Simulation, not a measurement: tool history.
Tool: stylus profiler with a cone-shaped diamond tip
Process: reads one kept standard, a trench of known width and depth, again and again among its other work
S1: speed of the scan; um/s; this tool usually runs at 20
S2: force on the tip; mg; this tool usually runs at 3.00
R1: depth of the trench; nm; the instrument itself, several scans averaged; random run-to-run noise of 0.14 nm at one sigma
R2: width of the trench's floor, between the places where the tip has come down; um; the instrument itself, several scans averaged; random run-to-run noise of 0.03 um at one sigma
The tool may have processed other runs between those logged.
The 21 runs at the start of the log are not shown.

{"run": 22, "day": 30.396, "S1": 65, "S2": 4.16, "R1": 504.17, "R2": 96.89}
{"run": 23, "day": 31.458, "S1": 17, "S2": 2.47, "R1": 502.98, "R2": 96.88}
{"run": 24, "day": 33.229, "S1": 8, "S2": 1.59, "R1": 502.09, "R2": 96.94}
{"run": 25, "day": 34.688, "S1": 73, "S2": 3.03, "R1": 503.64, "R2": 96.85}
{"run": 26, "day": 36.808, "S1": 20, "S2": 1.74, "R1": 502.41, "R2": 96.96}
{"run": 27, "day": 38.238, "S1": 20, "S2": 2.65, "R1": 503.16, "R2": 96.97}
{"run": 28, "day": 39.842, "S1": 8, "S2": 1.91, "R1": 502.47, "R2": 97.01}
{"run": 29, "day": 41.908, "S1": 42, "S2": 2.0, "R1": 502.87, "R2": 96.88}
{"run": 30, "day": 43.75, "S1": 14, "S2": 1.27, "R1": 501.89, "R2": 96.94}
{"run": 31, "day": 46.075, "S1": 14, "S2": 1.27, "R1": 501.99, "R2": 97.0}
{"run": 32, "day": 47.612, "S1": 24, "S2": 1.27, "R1": 501.97, "R2": 96.89}
{"run": 33, "day": 49.921, "S1": 42, "S2": 1.99, "R1": 502.49, "R2": 96.9}
{"run": 34, "day": 51.242, "S1": 18, "S2": 5.39, "R1": 505.01, "R2": 96.99}

Below are 3 alternative next runs, each starting from the tool's condition after run 34. Predict each:
{"run": "A", "day": 52.638, "S1": 8, "S2": 3.82, "R1": "?", "R2": "?"}
{"run": "B", "day": 52.638, "S1": 9, "S2": 3.7, "R1": "?", "R2": "?"}
{"run": "C", "day": 52.638, "S1": 6, "S2": 1.27, "R1": "?", "R2": "?"}

run=A R1=503.80 R2=96.92
run=B R1=503.90 R2=96.97
run=C R1=502.14 R2=96.96
The same runs, with their run-to-run variation unchanged, on a tool lacking any hidden condition would have given:
run=A R1=503.80 R2=96.93
run=B R1=503.90 R2=96.97
run=C R1=502.14 R2=96.96
